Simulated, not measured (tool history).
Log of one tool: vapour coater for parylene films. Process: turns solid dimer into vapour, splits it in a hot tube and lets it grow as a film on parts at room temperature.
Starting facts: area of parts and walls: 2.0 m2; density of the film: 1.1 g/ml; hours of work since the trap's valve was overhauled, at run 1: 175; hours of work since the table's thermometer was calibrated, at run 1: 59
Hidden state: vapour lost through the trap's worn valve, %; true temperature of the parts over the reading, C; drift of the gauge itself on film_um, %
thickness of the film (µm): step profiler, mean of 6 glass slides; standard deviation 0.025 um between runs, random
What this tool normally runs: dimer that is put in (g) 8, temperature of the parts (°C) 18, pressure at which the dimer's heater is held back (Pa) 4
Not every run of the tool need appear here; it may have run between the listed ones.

run,hour,dimer that is put in (g),temperature of the parts (°C),pressure at which the dimer's heater is held back (Pa),hours of work since the trap's valve was overhauled,hours of work since the table's thermometer was calibrated,thickness of the film (µm)
1,0,8,18,4,175,59,2.43
2,14.9,8,18,8.46,183,66,2.31
3,33.2,8,18,4,191,75,2.43
4,52.9,8,18,2.12,201,85,2.53
5,78.4,8,18,2.12,213,97,2.5
6,99,8,18,4.04,223,107,2.37
# hour 108.8: trap's valve overhauled
7,131.5,8,18,4.04,11,120,2.26
8,149.3,8,18,4.04,19,129,2.26
# hour 166.9: trap's valve overhauled, once more
9,168.5,8,18,2.79,1,136,2.77
10,183.7,8,18,2.79,8,143,2.74
11,211.2,8,18,4,21,157,2.63
12,235.3,8,18,4,33,168,2.66
13,258.7,8,18,3.15,44,179,2.65
14,275.8,8,18,3.15,52,188,2.67
15,291,8,18,4,60,195,2.57
16,307.3,8,18,4,67,203,2.55
17,329.6,8,18,9.81,78,213,2.39
18,353.2,8,18,4,89,225,2.56
19,380.6,8,18,4,103,238,2.52
20,405.7,8,18,4,115,250,2.5
21,432.9,8,18,4,128,263,2.5
22,449.1,8,18,4,135,271,2.48
23,472.8,7,18,4,147,282,2.15
24,490.7,7,18,4,155,291,2.11
25,512.6,7,18,4,166,301,2.17
26,540.5,10,18,4,179,315,3
27,553,4,13,10.09,185,321,1.25
28,581.5,4,21,2.87,199,334,1.17
29,606.9,6,18,8.39,211,347,1.71
30,628.1,6,18,8.39,221,357,1.64
# hour 642.3: trap's valve overhauled
31,658.5,8,10,2.95,8,369,3.3
32,682.5,4,22,2.95,19,381,1.19
33,703.4,6,22,2.93,29,391,1.81
34,717.1,10,22,2.93,36,397,3.04
35,737.2,8,12,11.59,46,407,2.76
36,765.4,5,16,5.12,59,421,1.64
37,789.6,5,23,6.45,71,432,1.32
38,803.4,5,23,6.45,77,439,1.39
39,821.2,3,16,2.95,86,447,1.04
40,842.2,10,11,2.95,96,457,3.82
41,856.7,10,11,2.95,103,464,3.85
42,871,5,18,2.01,110,471,1.63
43,891.1,5,18,2.01,119,481,1.65
44,906.4,5,18,2.01,127,488,1.63
45,931.1,10,13,3.89,139,500,3.46
46,957.1,5,18,4,151,513,1.53
47,973.2,5,16,4,159,520,1.59

How would selected steps in thickness of the film (µm) from run to run divide? Give the signed amount a tool lacking its hidden state would still show from settings, what came in and random variation, and the signed amount left for the hidden state, including any gauge scatter that is not in both of the compared results.
Run 8 -> 9: pressure at which the dimer's heater is held back (Pa) 4.04 -> 2.79, trap's valve overhauled, once more. thickness of the film (µm) +0.51: hidden state +0.4, all else +0.11.
Run 30 -> 31: dimer that is put in (g) 6 -> 8, temperature of the parts (°C) 18 -> 10, pressure at which the dimer's heater is held back (Pa) 8.39 -> 2.95, trap's valve overhauled. thickness of the film (µm) +1.66: hidden state +0.18, all else +1.48.
Run 31 -> 32: dimer that is put in (g) 8 -> 4, temperature of the parts (°C) 10 -> 22. thickness of the film (µm) -2.11: hidden state +0.01, all else -2.12.
Run 39 -> 40: dimer that is put in (g) 3 -> 10, temperature of the parts (°C) 16 -> 11. thickness of the film (µm) +2.78: hidden state -0.18, all else +2.96.
Run 41 -> 42: dimer that is put in (g) 10 -> 5, temperature of the parts (°C) 11 -> 18, pressure at which the dimer's heater is held back (Pa) 2.95 -> 2.01. thickness of the film (µm) -2.22: hidden state +0.14, all else -2.36.
